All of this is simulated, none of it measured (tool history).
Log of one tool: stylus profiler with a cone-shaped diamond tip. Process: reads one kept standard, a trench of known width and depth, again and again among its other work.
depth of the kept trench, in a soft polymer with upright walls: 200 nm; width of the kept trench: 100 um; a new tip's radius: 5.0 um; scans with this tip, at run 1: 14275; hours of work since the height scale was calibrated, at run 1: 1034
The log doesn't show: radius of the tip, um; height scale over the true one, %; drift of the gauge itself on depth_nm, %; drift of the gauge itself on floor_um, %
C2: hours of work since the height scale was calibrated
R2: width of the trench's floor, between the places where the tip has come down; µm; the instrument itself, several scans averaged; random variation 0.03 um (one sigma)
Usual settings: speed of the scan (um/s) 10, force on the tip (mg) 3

run 1 hour=0 | speed_of_the_scan_(um/s)=10 force_on_the_tip_(mg)=3 | scans_with_this_tip=14275 C2=1034 | depth_of_the_trench_(Å)=2024.7 R2=96.45
run 2 hour=36.5 | speed_of_the_scan_(um/s)=10 force_on_the_tip_(mg)=3 | scans_with_this_tip=14585 C2=1057 | depth_of_the_trench_(Å)=2024.2 R2=96.44
run 3 hour=83.3 | speed_of_the_scan_(um/s)=3 force_on_the_tip_(mg)=3 | scans_with_this_tip=14983 C2=1086 | depth_of_the_trench_(Å)=2024.5 R2=96.4
run 4 hour=130 | speed_of_the_scan_(um/s)=3 force_on_the_tip_(mg)=3 | scans_with_this_tip=15379 C2=1114 | depth_of_the_trench_(Å)=2025 R2=96.37
run 5 hour=155.9 | speed_of_the_scan_(um/s)=3 force_on_the_tip_(mg)=3 | scans_with_this_tip=15599 C2=1130 | depth_of_the_trench_(Å)=2024.3 R2=96.36
run 6 hour=196.5 | speed_of_the_scan_(um/s)=3 force_on_the_tip_(mg)=3 | scans_with_this_tip=15944 C2=1155 | depth_of_the_trench_(Å)=2024.6 R2=96.39
run 7 hour=217.9 | speed_of_the_scan_(um/s)=10 force_on_the_tip_(mg)=1.93 | scans_with_this_tip=16126 C2=1169 | depth_of_the_trench_(Å)=2022.6 R2=96.31
run 8 hour=260.5 | speed_of_the_scan_(um/s)=10 force_on_the_tip_(mg)=1.93 | scans_with_this_tip=16488 C2=1195 | depth_of_the_trench_(Å)=2020.6 R2=96.32
run 9 hour=307.8 | speed_of_the_scan_(um/s)=21 force_on_the_tip_(mg)=3.22 | scans_with_this_tip=16891 C2=1224 | depth_of_the_trench_(Å)=2026.6 R2=96.24
run 10 hour=353.5 | speed_of_the_scan_(um/s)=21 force_on_the_tip_(mg)=3.22 | scans_with_this_tip=17279 C2=1252 | depth_of_the_trench_(Å)=2027.3 R2=96.23
run 11 hour=387 | speed_of_the_scan_(um/s)=28 force_on_the_tip_(mg)=8.36 | scans_with_this_tip=17564 C2=1273 | depth_of_the_trench_(Å)=2041.5 R2=96.24
run 12 hour=412.4 | speed_of_the_scan_(um/s)=6 force_on_the_tip_(mg)=1.26 | scans_with_this_tip=17779 C2=1288 | depth_of_the_trench_(Å)=2017.3 R2=96.27
run 13 hour=454.2 | speed_of_the_scan_(um/s)=6 force_on_the_tip_(mg)=1.36 | scans_with_this_tip=18135 C2=1314 | depth_of_the_trench_(Å)=2022.1 R2=96.25
run 14 hour=487.7 | speed_of_the_scan_(um/s)=13 force_on_the_tip_(mg)=7.82 | scans_with_this_tip=18419 C2=1335 | depth_of_the_trench_(Å)=2040.7 R2=96.25
run 15 hour=514 | speed_of_the_scan_(um/s)=5 force_on_the_tip_(mg)=4.4 | scans_with_this_tip=18643 C2=1351 | depth_of_the_trench_(Å)=2031.5 R2=96.23
run 16 hour=539.5 | speed_of_the_scan_(um/s)=8 force_on_the_tip_(mg)=7.46 | scans_with_this_tip=18859 C2=1367 | depth_of_the_trench_(Å)=2038.9 R2=96.19

3 ways to go on from here, each from the tool as it stands after run 16. What would each give?
run A hour=578.4 | speed_of_the_scan_(um/s)=11 force_on_the_tip_(mg)=8.85 | scans_with_this_tip=19190 C2=1391 | depth_of_the_trench_(Å)=? R2=?
run B hour=578.4 | speed_of_the_scan_(um/s)=6 force_on_the_tip_(mg)=7.46 | scans_with_this_tip=19190 C2=1391 | depth_of_the_trench_(Å)=? R2=?
run C hour=578.4 | speed_of_the_scan_(um/s)=10 force_on_the_tip_(mg)=7.8 | scans_with_this_tip=19190 C2=1391 | depth_of_the_trench_(Å)=? R2=?

run=A depth_of_the_trench_(Å)=2043.8 R2=96.24
run=B depth_of_the_trench_(Å)=2039.6 R2=96.23
run=C depth_of_the_trench_(Å)=2040.8 R2=96.22
Without the tool's hidden state the same runs would have given:
run=A depth_of_the_trench_(Å)=2031.9 R2=97.21
run=B depth_of_the_trench_(Å)=2027.8 R2=97.2
run=C depth_of_the_trench_(Å)=2029 R2=97.2

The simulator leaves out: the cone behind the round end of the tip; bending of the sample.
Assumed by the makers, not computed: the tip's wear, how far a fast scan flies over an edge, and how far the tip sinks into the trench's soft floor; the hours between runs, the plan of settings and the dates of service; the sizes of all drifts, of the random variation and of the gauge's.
